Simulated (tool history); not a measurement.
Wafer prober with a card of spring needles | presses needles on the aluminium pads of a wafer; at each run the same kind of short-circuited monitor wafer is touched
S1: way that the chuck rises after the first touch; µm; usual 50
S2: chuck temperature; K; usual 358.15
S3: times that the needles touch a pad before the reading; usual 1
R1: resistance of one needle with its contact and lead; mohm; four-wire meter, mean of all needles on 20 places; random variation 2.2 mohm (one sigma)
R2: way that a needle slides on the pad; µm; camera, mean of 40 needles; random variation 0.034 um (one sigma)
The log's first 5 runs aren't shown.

At hour 140.2: tips cleaned on abrasive film.
At hour 155.7: tips cleaned on abrasive film.
Run 6, hour 166.7: usual settings. Result: R1 297 mohm, R2 9.54 µm.
At hour 169.4: tips cleaned on abrasive film.
At hour 184.4: tips cleaned on abrasive film.
At hour 193.5: height of the first contact set anew.
Run 7, hour 194.7: usual settings. Result: R1 294 mohm, R2 9.36 µm.
At hour 198.1: tips cleaned on abrasive film.
At hour 212.1: tips cleaned on abrasive film.
At hour 227.6: tips cleaned on abrasive film.
Run 8, hour 229.9: usual settings. Result: R1 272 mohm, R2 9.23 µm.
At hour 241.1: tips cleaned on abrasive film.
At hour 254.7: tips cleaned on abrasive film.
Run 9, hour 264.5: usual settings. Result: R1 295 mohm, R2 9.19 µm.
At hour 267.9: tips cleaned on abrasive film.
At hour 283.8: tips cleaned on abrasive film.
Run 10, hour 292.5: usual settings. Result: R1 294 mohm, R2 9.20 µm.
At hour 297.8: tips cleaned on abrasive film.
At hour 312.6: tips cleaned on abrasive film.
Run 11, hour 320.0: usual settings but S1 35 µm. Result: R1 339 mohm, R2 6.15 µm.
At hour 327.3: tips cleaned on abrasive film.
At hour 340.7: tips cleaned on abrasive film.
Run 12, hour 340.7: usual settings but S1 35 µm. Result: R1 273 mohm, R2 6.12 µm.
At hour 354.2: tips cleaned on abrasive film.
Run 13, hour 358.2: usual settings but S2 355.15 K. Result: R1 281 mohm, R2 9.09 µm.
At hour 370.2: tips cleaned on abrasive film.
At hour 386.2: tips cleaned on abrasive film.
At hour 389.6: height of the first contact set anew, once more.
Run 14, hour 392.2: usual settings but S2 355.15 K, S3 3. Result: R1 257 mohm, R2 10.04 µm.
At hour 401.2: tips cleaned on abrasive film.
Run 15, hour 413.1: usual settings but S2 314.15 K. Result: R1 288 mohm, R2 9.97 µm.
At hour 416.3: tips cleaned on abrasive film.
At hour 430.9: tips cleaned on abrasive film.
At hour 446.9: tips cleaned on abrasive film.
Run 16, hour 455.9: usual settings. Result: R1 291 mohm, R2 9.90 µm.
At hour 461.7: tips cleaned on abrasive film.
At hour 475.8: tips cleaned on abrasive film.
Run 17, hour 486.9: usual settings but S3 2. Result: R1 279 mohm, R2 9.88 µm.
At hour 491.4: tips cleaned on abrasive film.
At hour 506.5: tips cleaned on abrasive film.
Run 18, hour 515.5: usual settings but S2 374.15 K. Result: R1 300 mohm, R2 9.80 µm.
At hour 521.4: tips cleaned on abrasive film.
At hour 536.8: tips cleaned on abrasive film.
At hour 553.3: tips cleaned on abrasive film.
Run 19, hour 554.9: usual settings but S2 374.15 K. Result: R1 273 mohm, R2 9.75 µm.
At hour 567.5: tips cleaned on abrasive film.
At hour 582.2: tips cleaned on abrasive film.
Run 20, hour 582.2: usual settings but S3 2. Result: R1 254 mohm, R2 9.67 µm.
At hour 595.9: tips cleaned on abrasive film.
Run 21, hour 604.2: usual settings. Result: R1 296 mohm, R2 9.67 µm.
At hour 612.0: tips cleaned on abrasive film.
At hour 627.8: tips cleaned on abrasive film.
Run 22, hour 640.5: usual settings but S2 316.15 K. Result: R1 293 mohm, R2 9.72 µm.
At hour 642.7: tips cleaned on abrasive film.
At hour 658.3: tips cleaned on abrasive film.
At hour 672.8: tips cleaned on abrasive film.
Run 23, hour 679.3: usual settings but S1 36 µm, S3 2. Result: R1 303 mohm, R2 6.89 µm.
At hour 687.8: tips cleaned on abrasive film.
At hour 702.7: tips cleaned on abrasive film.
At hour 718.0: tips cleaned on abrasive film.
Run 24, hour 722.1: usual settings but S1 36 µm, S3 2. Result: R1 288 mohm, R2 6.74 µm.
At hour 732.2: tips cleaned on abrasive film.
At hour 747.9: tips cleaned on abrasive film.
Run 25, hour 752.2: usual settings but S1 36 µm, S3 2. Result: R1 286 mohm, R2 6.75 µm.
At hour 761.5: tips cleaned on abrasive film.
At hour 765.1: height of the first contact set anew.
At hour 776.9: tips cleaned on abrasive film.
Run 26, hour 780.1: usual settings but S1 63 µm, S2 363.15 K. Result: R1 263 mohm, R2 12.57 µm.
At hour 791.6: tips cleaned on abrasive film.
At hour 805.6: tips cleaned on abrasive film.
At hour 822.0: tips cleaned on abrasive film.
Run 27, hour 823.5: usual settings but S1 63 µm, S2 363.15 K. Result: R1 258 mohm, R2 12.55 µm.
At hour 838.1: tips cleaned on abrasive film.
Run 28, hour 846.9: usual settings but S1 49 µm. Result: R1 295 mohm, R2 9.72 µm.
At hour 852.1: tips cleaned on abrasive film.
At hour 867.5: tips cleaned on abrasive film.
Run 29, hour 875.5: usual settings but S1 49 µm. Result: R1 297 mohm, R2 9.69 µm.

Forecast run 30:
At hour 881.8: tips cleaned on abrasive film.
Run 30, hour 894.5: usual settings but S1 49 µm, S2 301.15 K, S3 2. Result: R1 ?, R2 ?.

{"run 30": {"R1": 271, "R2": 9.65}}
Without the tool's hidden state the same run would have given R1 235 mohm, R2 9.80 µm.
